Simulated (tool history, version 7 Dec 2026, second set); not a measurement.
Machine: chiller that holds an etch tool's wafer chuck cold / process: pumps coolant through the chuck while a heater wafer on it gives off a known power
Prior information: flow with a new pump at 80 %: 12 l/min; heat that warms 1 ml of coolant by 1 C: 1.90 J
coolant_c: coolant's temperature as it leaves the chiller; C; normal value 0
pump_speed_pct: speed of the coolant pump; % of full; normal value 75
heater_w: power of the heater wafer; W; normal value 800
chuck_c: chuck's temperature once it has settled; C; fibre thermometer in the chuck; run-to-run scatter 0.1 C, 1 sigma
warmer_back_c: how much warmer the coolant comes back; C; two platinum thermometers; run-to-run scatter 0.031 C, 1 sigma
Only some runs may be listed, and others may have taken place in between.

run    hour  coolant_c  pump_speed_pct  heater_w  chuck_c  warmer_back_c
  1       0          0              75       800      6.2           2.24
  2    49.7          0              75       800      6.1           2.28
  3   118.3          0              75       800      6.1           2.29
  4   157.1          0              75       800      6.1           2.29
  5   218.7          0              75       800      6.3            2.3
  6   266.2          0              75       800      6.1           2.21
  7   300.8          0              75       800      6.2           2.28
  8   344.4          0              75       800      6.1           2.29
  9   393.2          0              61       800      6.9            2.8
 10   447.5          0              75       403        3           1.13
 11     480          0              75       403      3.2           1.16
 12   538.3          0              75       403        3           1.16
 13   591.1          0              75       800      6.3           2.29
 14   662.9          0              75       800      6.2           2.29
 15   700.6          0              75       800      6.3           2.24
 16   760.2          0              75      1042      8.2           2.97
 17   798.3        -10              75       800     -3.8           2.29
 18   869.6          6              93       800     11.6           1.85
 19   938.8          1              70       947      8.8           2.94
 20   994.5         -7              65       480     -2.8           1.58
 21  1058.2          2              89       800      7.7           1.89
 22  1092.9         -1              82       834      5.4           2.14
 23  1139.7         -1              82       834      5.3            2.2
 24  1205.5         -1              82       834      5.1           2.23
 25  1281.3         -3              72       923      4.4           2.71
 26  1314.9         -3              72       923      4.5           2.78
 27  1375.5         -3              72       923      4.6           2.75
 28  1452.6         -3              97       923      3.3           2.07
 29  1515.2          2              89       800      7.8           1.95
 30  1554.8          0              75       660      5.2           1.93
 31  1594.6          1              75       451      4.7            1.3
 32    1663         -9              75       479     -5.2            1.4
 33  1702.3         -9              75       479     -5.2           1.41

Some steps in chuck_c between neighbouring runs. How much of each would the tool show without its hidden state too (settings, what came in, random variation), and how much is left for the hidden state, with any gauge scatter that isn't in both results?
The tool's hidden condition here consists of: heat passed by the chuck's channels, % of clean ones'; flow at a given pump speed, % of a new pump's; coolant's true temperature over the reading, C; drift of the gauge itself on chuck_c, C; drift of the gauge itself on warmer_back_c, C.
Run 9 -> 10: pump_speed_pct 61 -> 75, heater_w 800 -> 403. chuck_c -3.9 C: hidden state -0.4, all else -3.5.
Run 12 -> 13: heater_w 403 -> 800. chuck_c +3.3 C: hidden state +0.4, all else +2.9.
Run 16 -> 17: coolant_c 0 -> -10, heater_w 1042 -> 800. chuck_c -12 C: hidden state -0.2, all else -11.8.
Run 17 -> 18: coolant_c -10 -> 6, pump_speed_pct 75 -> 93. chuck_c +15.4 C: hidden state -0.1, all else +15.5.
Run 19 -> 20: coolant_c 1 -> -7, pump_speed_pct 70 -> 65, heater_w 947 -> 480. chuck_c -11.6 C: hidden state -0.4, all else -11.2.
